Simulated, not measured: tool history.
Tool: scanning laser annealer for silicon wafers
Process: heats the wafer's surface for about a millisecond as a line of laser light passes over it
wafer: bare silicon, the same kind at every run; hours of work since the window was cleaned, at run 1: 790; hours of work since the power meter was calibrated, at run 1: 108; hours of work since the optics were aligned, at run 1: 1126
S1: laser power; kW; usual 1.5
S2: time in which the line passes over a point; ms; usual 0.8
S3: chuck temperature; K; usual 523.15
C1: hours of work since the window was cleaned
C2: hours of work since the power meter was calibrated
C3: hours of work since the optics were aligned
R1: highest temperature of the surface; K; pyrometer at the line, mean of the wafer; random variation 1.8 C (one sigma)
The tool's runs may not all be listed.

Run 1, day 0: usual settings; C1 790; C2 108; C3 1126. Result: R1 1268.15 K.
Run 2, day 0.267: usual settings but S3 540.15 K; C1 795; C2 113; C3 1131. Result: R1 1285.15 K.
Run 3, day 0.542: usual settings but S3 540.15 K; C1 800; C2 118; C3 1136. Result: R1 1287.15 K.
Run 4, day 1.096: usual settings but S3 540.15 K; C1 810; C2 128; C3 1146. Result: R1 1286.15 K.
Run 5, day 1.346: usual settings but S3 528.15 K; C1 815; C2 132; C3 1150. Result: R1 1274.15 K.
Run 6, day 1.592: usual settings but S2 0.575 ms; C1 819; C2 137; C3 1155. Result: R1 1144.15 K.
Run 7, day 2.05: usual settings but S2 0.575 ms; C1 827; C2 145; C3 1163. Result: R1 1148.15 K.
Run 8, day 2.617: usual settings but S1 1.314 kW, S2 0.575 ms; C1 837; C2 155; C3 1173. Result: R1 1058.15 K.
Run 9, day 3.046: usual settings; C1 845; C2 163; C3 1181. Result: R1 1268.15 K.
Run 10, day 3.308: usual settings but S3 540.15 K; C1 850; C2 168; C3 1186. Result: R1 1283.15 K.
Run 11, day 3.667: usual settings but S2 0.577 ms; C1 856; C2 174; C3 1192. Result: R1 1145.15 K.
Run 12, day 3.9: usual settings but S2 0.94 ms; C1 861; C2 178; C3 1197. Result: R1 1334.15 K.
Run 13, day 4.471: usual settings but S2 0.707 ms; C1 871; C2 189; C3 1207. Result: R1 1220.15 K.
Run 14, day 4.867: usual settings but S2 0.707 ms; C1 878; C2 196; C3 1214. Result: R1 1217.15 K.
Run 15, day 5.338: usual settings but S2 0.707 ms; C1 887; C2 204; C3 1222. Result: R1 1217.15 K.
Run 16, day 5.696: usual settings but S1 1.46 kW, S2 0.916 ms, S3 498.15 K; C1 893; C2 211; C3 1229. Result: R1 1273.15 K.
Run 17, day 6.088: usual settings but S1 1.629 kW, S3 520.15 K; C1 900; C2 218; C3 1236. Result: R1 1335.15 K.
Run 18, day 6.6: usual settings but S1 1.29 kW; C1 909; C2 227; C3 1245. Result: R1 1151.15 K.
At day 6.879: window over the wafer cleaned.
Run 19, day 7.079: usual settings but S1 1.551 kW, S3 548.15 K; C1 4; C2 234; C3 1252. Result: R1 1343.15 K.
Run 20, day 7.492: usual settings but S1 1.551 kW, S3 548.15 K; C1 11; C2 242; C3 1260. Result: R1 1341.15 K.
Run 21, day 8.038: usual settings but S1 1.468 kW; C1 21; C2 252; C3 1270. Result: R1 1270.15 K.
Run 22, day 8.533: usual settings but S1 1.287 kW, S2 0.754 ms, S3 531.15 K; C1 30; C2 261; C3 1279. Result: R1 1151.15 K.
Run 23, day 9.012: usual settings but S1 1.287 kW, S2 0.79 ms, S3 540.15 K; C1 39; C2 269; C3 1287. Result: R1 1180.15 K.
Run 24, day 9.383: usual settings but S2 0.56 ms, S3 484.15 K; C1 45; C2 276; C3 1294. Result: R1 1114.15 K.
Run 25, day 9.821: usual settings but S1 1.454 kW, S2 0.689 ms, S3 549.15 K; C1 53; C2 284; C3 1302. Result: R1 1227.15 K.
Run 26, day 10.371: usual settings but S1 1.454 kW, S2 0.689 ms, S3 549.15 K; C1 63; C2 294; C3 1312. Result: R1 1230.15 K.
Run 27, day 10.796: usual settings but S1 1.454 kW, S2 0.815 ms, S3 549.15 K; C1 71; C2 301; C3 1319. Result: R1 1292.15 K.
Run 28, day 11.329: usual settings but S1 1.305 kW, S2 0.713 ms, S3 514.15 K; C1 80; C2 311; C3 1329. Result: R1 1123.15 K.
Run 29, day 11.854: usual settings but S2 0.578 ms, S3 538.15 K; C1 90; C2 320; C3 1339. Result: R1 1179.15 K.

Forecast each of these 4 alternatives for the next run:
Run A, day 12.15: usual settings but S1 1.618 kW, S2 0.567 ms, S3 501.15 K; C1 95; C2 326; C3 1344. Result: R1 ?.
Run B, day 12.15: usual settings but S1 1.29 kW, S2 0.578 ms, S3 538.15 K; C1 95; C2 326; C3 1344. Result: R1 ?.
Run C, day 12.15: usual settings but S1 1.485 kW, S2 0.736 ms, S3 551.15 K; C1 95; C2 326; C3 1344. Result: R1 ?.
Run D, day 12.15: usual settings but S1 1.337 kW, S2 0.878 ms, S3 501.15 K; C1 95; C2 326; C3 1344. Result: R1 ?.

run       R1
  A  1192.15
  B  1077.15
  C  1273.15
  D  1207.15
Without the tool's hidden state the same runs would have given:
run       R1
  A  1203.15
  B  1086.15
  C  1285.15
  D  1219.15
